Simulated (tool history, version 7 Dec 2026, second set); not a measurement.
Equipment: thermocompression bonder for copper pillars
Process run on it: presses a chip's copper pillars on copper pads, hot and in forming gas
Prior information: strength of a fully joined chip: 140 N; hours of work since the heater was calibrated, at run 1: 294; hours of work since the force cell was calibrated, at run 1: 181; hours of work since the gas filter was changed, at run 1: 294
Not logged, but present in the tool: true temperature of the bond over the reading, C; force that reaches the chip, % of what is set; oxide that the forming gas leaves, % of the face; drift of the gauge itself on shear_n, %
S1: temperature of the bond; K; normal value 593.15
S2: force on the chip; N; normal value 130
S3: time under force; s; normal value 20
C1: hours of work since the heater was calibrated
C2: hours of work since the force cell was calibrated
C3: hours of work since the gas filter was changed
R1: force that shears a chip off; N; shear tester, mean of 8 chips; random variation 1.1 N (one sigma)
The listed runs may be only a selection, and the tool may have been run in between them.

Run 1, day 0.000: usual settings; C1 294; C2 181; C3 294. Result: R1 91.5 N.
Run 2, day 0.738: usual settings; C1 307; C2 194; C3 307. Result: R1 92.3 N.
Run 3, day 1.483: usual settings; C1 320; C2 207; C3 320. Result: R1 92.0 N.
At day 1.562: forming gas filter changed.
Run 4, day 2.017: usual settings; C1 329; C2 216; C3 8. Result: R1 93.1 N.
Run 5, day 2.629: usual settings; C1 340; C2 227; C3 19. Result: R1 94.1 N.
Run 6, day 3.125: usual settings; C1 348; C2 236; C3 27. Result: R1 94.2 N.
Run 7, day 3.725: usual settings but S2 129 N; C1 359; C2 246; C3 38. Result: R1 91.2 N.
Run 8, day 4.329: usual settings but S2 129 N; C1 369; C2 257; C3 48. Result: R1 92.2 N.
Run 9, day 4.879: usual settings but S2 129 N; C1 379; C2 266; C3 58. Result: R1 89.3 N.
Run 10, day 5.658: usual settings but S3 15 s; C1 393; C2 280; C3 72. Result: R1 84.2 N.
Run 11, day 6.379: usual settings; C1 405; C2 293; C3 84. Result: R1 93.4 N.
Run 12, day 7.225: usual settings but S2 136 N; C1 420; C2 307; C3 99. Result: R1 95.3 N.
Run 13, day 7.679: usual settings but S2 136 N; C1 428; C2 315; C3 107. Result: R1 96.0 N.
Run 14, day 8.417: usual settings but S2 95 N; C1 441; C2 328; C3 120. Result: R1 70.9 N.
Run 15, day 8.933: usual settings; C1 450; C2 337; C3 129. Result: R1 92.1 N.
Run 16, day 9.512: usual settings; C1 460; C2 347; C3 139. Result: R1 93.1 N.
Run 17, day 10.258: usual settings; C1 473; C2 361; C3 152. Result: R1 92.6 N.
Run 18, day 10.671: usual settings; C1 480; C2 368; C3 159. Result: R1 91.5 N.
Run 19, day 11.471: usual settings; C1 494; C2 382; C3 173. Result: R1 92.6 N.
Run 20, day 11.971: usual settings; C1 503; C2 390; C3 182. Result: R1 91.6 N.
Run 21, day 12.754: usual settings; C1 517; C2 404; C3 196. Result: R1 93.0 N.
Run 22, day 13.317: usual settings; C1 527; C2 414; C3 206. Result: R1 92.4 N.
Run 23, day 13.825: usual settings but S1 564.15 K, S2 122 N, S3 17 s; C1 536; C2 423; C3 215. Result: R1 68.3 N.
Run 24, day 14.221: usual settings but S1 564.15 K, S2 122 N, S3 17 s; C1 543; C2 430; C3 222. Result: R1 70.3 N.
Run 25, day 14.629: usual settings but S2 95 N, S3 13 s; C1 550; C2 437; C3 229. Result: R1 59.4 N.
At day 14.825: heater calibrated with a thermocouple chip.
Run 26, day 15.062: usual settings but S2 95 N, S3 13 s; C1 4; C2 443; C3 235. Result: R1 60.9 N.
Run 27, day 15.429: usual settings but S2 95 N, S3 13 s; C1 11; C2 450; C3 241. Result: R1 59.2 N.
Run 28, day 16.238: usual settings but S2 95 N, S3 13 s; C1 25; C2 464; C3 255. Result: R1 59.1 N.
Run 29, day 16.912: usual settings but S2 158 N, S3 39 s; C1 37; C2 475; C3 267. Result: R1 120.7 N.
Run 30, day 17.629: usual settings but S2 158 N, S3 39 s; C1 49; C2 488; C3 280. Result: R1 118.8 N.
Run 31, day 18.408: usual settings but S1 613.15 K, S2 165 N, S3 11 s; C1 63; C2 502; C3 293. Result: R1 103.7 N.
Run 32, day 19.138: usual settings but S1 613.15 K, S2 165 N, S3 11 s; C1 75; C2 514; C3 306. Result: R1 102.7 N.
Run 33, day 19.746: usual settings but S1 613.15 K, S2 165 N, S3 11 s; C1 86; C2 525; C3 317. Result: R1 103.4 N.
At day 20.050: forming gas filter changed.
Run 34, day 20.200: usual settings but S1 563.15 K, S2 146 N, S3 19 s; C1 94; C2 533; C3 3. Result: R1 82.8 N.
Run 35, day 20.729: usual settings but S1 563.15 K, S2 113 N, S3 19 s; C1 103; C2 542; C3 12. Result: R1 64.2 N.
Run 36, day 21.567: usual settings but S1 621.15 K, S2 149 N; C1 118; C2 557; C3 27. Result: R1 114.0 N.
Run 37, day 22.258: usual settings but S2 110 N, S3 11 s; C1 130; C2 569; C3 39. Result: R1 65.5 N.
Run 38, day 23.104: usual settings but S2 110 N, S3 11 s; C1 145; C2 584; C3 53. Result: R1 67.1 N.
Run 39, day 23.592: usual settings but S2 110 N, S3 11 s; C1 153; C2 592; C3 62. Result: R1 67.1 N.

How the hidden state differs across the entries between the runs, from the last listed run before each to the first after it:
Between runs 3 and 4: forming gas filter changed (day 1.562)
  oxide that the forming gas leaves, % of the face: 1.27 -> 0.53
Between runs 25 and 26: heater calibrated with a thermocouple chip (day 14.825)
  true temperature of the bond over the reading, C: 0.5 -> 0; oxide that the forming gas leaves, % of the face: 1.07 -> 1.09
Between runs 33 and 34: forming gas filter changed (day 20.050)
  oxide that the forming gas leaves, % of the face: 1.29 -> 0.52

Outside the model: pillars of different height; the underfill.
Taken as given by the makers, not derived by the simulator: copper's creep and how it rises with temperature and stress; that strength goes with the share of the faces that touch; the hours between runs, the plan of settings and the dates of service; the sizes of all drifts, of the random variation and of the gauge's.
